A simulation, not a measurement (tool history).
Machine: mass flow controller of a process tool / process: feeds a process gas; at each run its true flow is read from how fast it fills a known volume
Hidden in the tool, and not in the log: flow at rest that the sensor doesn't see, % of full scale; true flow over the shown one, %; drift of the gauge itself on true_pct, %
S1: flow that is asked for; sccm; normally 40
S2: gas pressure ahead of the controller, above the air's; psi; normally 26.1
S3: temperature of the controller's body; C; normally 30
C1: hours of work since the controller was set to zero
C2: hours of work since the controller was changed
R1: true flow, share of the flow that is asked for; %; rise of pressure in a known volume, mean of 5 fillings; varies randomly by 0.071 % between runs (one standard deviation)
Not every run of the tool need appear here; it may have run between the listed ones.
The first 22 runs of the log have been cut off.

| run | hour | S1 | S2 | S3 | C1 | C2 | R1 |
|---|---|---|---|---|---|---|---|
| 23 | 3209.0 | 80 | 31.8 | 35 | 2266 | 8807 | 103.23 |
| 24 | 3313.4 | 57 | 36.4 | 30 | 2342 | 8883 | 101.96 |
| 25 | 3474.0 | 57 | 36.4 | 30 | 2459 | 9000 | 102.04 |
| 26 | 3676.7 | 57 | 36.4 | 30 | 2606 | 9147 | 101.93 |
| 27 | 3866.5 | 34 | 27.0 | 33 | 2744 | 9285 | 101.82 |
| 28 | 4030.2 | 34 | 27.0 | 33 | 2863 | 9404 | 101.87 |
| 29 | 4147.7 | 34 | 27.0 | 33 | 2949 | 9490 | 101.76 |
| 30 | 4369.8 | 34 | 27.0 | 33 | 3110 | 9651 | 101.81 |
| 31 | 4563.3 | 33 | 22.2 | 31 | 3251 | 9792 | 101.67 |
| 32 | 4769.2 | 31 | 36.1 | 32 | 3401 | 9942 | 101.03 |
| 33 | 4951.5 | 31 | 36.1 | 32 | 3533 | 10074 | 101.07 |

Consider 5 possible next runs. They are alternatives, not a sequence: every one starts from the tool as it was left by run 33. What does each give?
| A | 5169.7 | 40 | 26.3 | 30 | 3692 | 10233 | ? |
| B | 5169.7 | 25 | 36.1 | 32 | 3692 | 10233 | ? |
| C | 5169.7 | 40 | 26.1 | 26 | 3692 | 10233 | ? |
| D | 5169.7 | 81 | 40.3 | 30 | 3692 | 10233 | ? |
| E | 5169.7 | 31 | 36.1 | 38 | 3692 | 10233 | ? |

| run | R1 |
|---|---|
| A | 101.62 |
| B | 100.31 |
| C | 101.22 |
| D | 102.58 |
| E | 101.74 |
Had the tool no hidden state, the same runs would have come out as:
| run | R1 |
|---|---|
| A | 99.99 |
| B | 99.79 |
| C | 99.59 |
| D | 100.02 |
| E | 100.65 |
